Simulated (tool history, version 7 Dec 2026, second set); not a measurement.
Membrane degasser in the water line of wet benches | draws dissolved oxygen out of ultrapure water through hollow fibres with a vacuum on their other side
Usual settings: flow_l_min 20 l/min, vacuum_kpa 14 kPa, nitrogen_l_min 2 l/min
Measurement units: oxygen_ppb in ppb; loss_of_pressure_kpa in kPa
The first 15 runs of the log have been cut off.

run 16 day=40.729 | flow_l_min=20 vacuum_kpa=34.3 nitrogen_l_min=2 | oxygen_ppb=710.3 loss_of_pressure_kpa=68.69
run 17 day=43.879 | flow_l_min=20 vacuum_kpa=34.3 nitrogen_l_min=2 | oxygen_ppb=696.7 loss_of_pressure_kpa=68.88
run 18 day=46.638 | flow_l_min=13 vacuum_kpa=34.3 nitrogen_l_min=1.29 | oxygen_ppb=689.4 loss_of_pressure_kpa=44.74
run 19 day=50.088 | flow_l_min=20 vacuum_kpa=22.8 nitrogen_l_min=1.76 | oxygen_ppb=522.8 loss_of_pressure_kpa=68.88
run 20 day=52.179 | flow_l_min=20 vacuum_kpa=22.8 nitrogen_l_min=1.76 | oxygen_ppb=520.7 loss_of_pressure_kpa=68.4
run 21 day=55.112 | flow_l_min=20 vacuum_kpa=22.8 nitrogen_l_min=1.85 | oxygen_ppb=499.9 loss_of_pressure_kpa=69.02
run 22 day=56.688 | flow_l_min=20 vacuum_kpa=22.8 nitrogen_l_min=1.84 | oxygen_ppb=502.9 loss_of_pressure_kpa=68.9
run 23 day=59.562 | flow_l_min=23 vacuum_kpa=14 nitrogen_l_min=3.52 | oxygen_ppb=212.7 loss_of_pressure_kpa=79.37
run 24 day=61.967 | flow_l_min=29 vacuum_kpa=8.7 nitrogen_l_min=3.52 | oxygen_ppb=191.9 loss_of_pressure_kpa=99.7
run 25 day=65.533 | flow_l_min=14 vacuum_kpa=12.7 nitrogen_l_min=4.81 | oxygen_ppb=76.2 loss_of_pressure_kpa=48.58
run 26 day=67.5 | flow_l_min=20 vacuum_kpa=10.4 nitrogen_l_min=4.08 | oxygen_ppb=114.3 loss_of_pressure_kpa=68.71
run 27 day=71.062 | flow_l_min=28 vacuum_kpa=34.4 nitrogen_l_min=1.42 | oxygen_ppb=1245.3 loss_of_pressure_kpa=96.9
run 28 day=73.75 | flow_l_min=14 vacuum_kpa=19.2 nitrogen_l_min=2.75 | oxygen_ppb=204.7 loss_of_pressure_kpa=48.63
run 29 day=76.325 | flow_l_min=20 vacuum_kpa=12.1 nitrogen_l_min=2 | oxygen_ppb=235 loss_of_pressure_kpa=69.52
run 30 day=78.112 | flow_l_min=20 vacuum_kpa=12.1 nitrogen_l_min=2 | oxygen_ppb=234 loss_of_pressure_kpa=68.77
run 31 day=81.754 | flow_l_min=13 vacuum_kpa=32.8 nitrogen_l_min=0.86 | oxygen_ppb=956 loss_of_pressure_kpa=45.34
run 32 day=83.5 | flow_l_min=20 vacuum_kpa=9.5 nitrogen_l_min=1.62 | oxygen_ppb=207.7 loss_of_pressure_kpa=69.21

Forecast each of these 4 alternatives for the next run:
run A day=86.258 | flow_l_min=30 vacuum_kpa=15.2 nitrogen_l_min=2 | oxygen_ppb=? loss_of_pressure_kpa=?
run B day=86.258 | flow_l_min=24 vacuum_kpa=28 nitrogen_l_min=1.56 | oxygen_ppb=? loss_of_pressure_kpa=?
run C day=86.258 | flow_l_min=27 vacuum_kpa=9.5 nitrogen_l_min=1.62 | oxygen_ppb=? loss_of_pressure_kpa=?
run D day=86.258 | flow_l_min=22 vacuum_kpa=30.9 nitrogen_l_min=3.51 | oxygen_ppb=? loss_of_pressure_kpa=?

run=A oxygen_ppb=489.6 loss_of_pressure_kpa=104.72
run=B oxygen_ppb=839.6 loss_of_pressure_kpa=84.11
run=C oxygen_ppb=306.6 loss_of_pressure_kpa=93.52
run=D oxygen_ppb=439.4 loss_of_pressure_kpa=76.38
Take away the tool's hidden state, keep each run's random variation, and the runs would have read:
run=A oxygen_ppb=468 loss_of_pressure_kpa=100.55
run=B oxygen_ppb=822.2 loss_of_pressure_kpa=80.78
run=C oxygen_ppb=287.8 loss_of_pressure_kpa=89.78
run=D oxygen_ppb=426.7 loss_of_pressure_kpa=73.34
